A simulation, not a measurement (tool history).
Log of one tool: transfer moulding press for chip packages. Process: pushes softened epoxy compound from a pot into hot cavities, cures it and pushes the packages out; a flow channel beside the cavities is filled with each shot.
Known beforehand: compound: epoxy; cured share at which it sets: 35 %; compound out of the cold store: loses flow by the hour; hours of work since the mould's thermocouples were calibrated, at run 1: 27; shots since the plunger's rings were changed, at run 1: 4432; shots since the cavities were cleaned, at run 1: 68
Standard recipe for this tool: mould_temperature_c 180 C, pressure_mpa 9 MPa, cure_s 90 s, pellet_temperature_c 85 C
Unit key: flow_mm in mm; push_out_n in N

run,hour,mould_temperature_c,pressure_mpa,cure_s,pellet_temperature_c,hours of work since the mould's thermocouples were calibrated,shots since the plunger's rings were changed,shots since the cavities were cleaned,incoming compound's hours out of the cold store,flow_mm,push_out_n
1,0,180,9,90,85,27,4432,68,23.2,871,500
2,10.4,180,9,90,81,32,4537,173,16.2,889,585
3,27,180,9,90,81,39,4705,341,44.2,799,618
4,42.4,180,9,90,81,46,4860,496,46.7,795,652
# hour 47: plunger's sealing rings changed
5,57.6,180,9,90,81,52,107,624,40.8,857,715
6,68.7,180,9,90,81,58,219,736,10.8,964,772
7,82.8,180,9,90,81,64,361,878,39.1,856,718
# hour 95.1: cavities cleaned with cleaning compound and waxed
8,101.9,180,8.34,90,85,72,538,68,15,908,485
9,110.2,180,8.19,96,94,76,622,152,42.3,802,425
# hour 113.5: mould's thermocouples calibrated
10,123.5,180,8.19,96,94,5,736,266,37.6,814,500
11,138.9,180,10.78,118,80,12,892,422,43.3,916,438
# hour 148.3: mould's thermocouples calibrated, once more
12,152,184,8.26,113,78,2,1003,533,39.8,800,436
13,170.4,179,9.78,94,95,10,1189,719,29.7,924,646
14,186.6,180,6.83,95,89,18,1352,882,32.5,757,651
# hour 198: cavities cleaned with cleaning compound and waxed
15,198.2,181,9,90,85,23,1454,2,19.7,913,374
16,215.3,181,9,90,85,31,1627,175,29.8,874,482

Consider 5 possible next runs. They are alternatives, not a sequence: every one starts from the tool as it was left by run 16. What does each give?
A,225.3,181,8.46,106,86,35,1727,275,26.3,?,?
B,225.3,181,8.93,90,85,35,1727,275,33.4,?,?
C,225.3,185,8.96,90,85,35,1727,275,41,?,?
D,225.3,181,8.34,90,76,35,1727,275,24.9,?,?
E,225.3,180,8.8,90,85,35,1727,275,21,?,?

run,flow_mm,push_out_n
A,853,400
B,857,525
C,817,450
D,860,561
E,899,578
Take away the tool's hidden state, keep each run's random variation, and the runs would have read:
run,flow_mm,push_out_n
A,875,270
B,879,357
C,838,307
D,883,380
E,923,393

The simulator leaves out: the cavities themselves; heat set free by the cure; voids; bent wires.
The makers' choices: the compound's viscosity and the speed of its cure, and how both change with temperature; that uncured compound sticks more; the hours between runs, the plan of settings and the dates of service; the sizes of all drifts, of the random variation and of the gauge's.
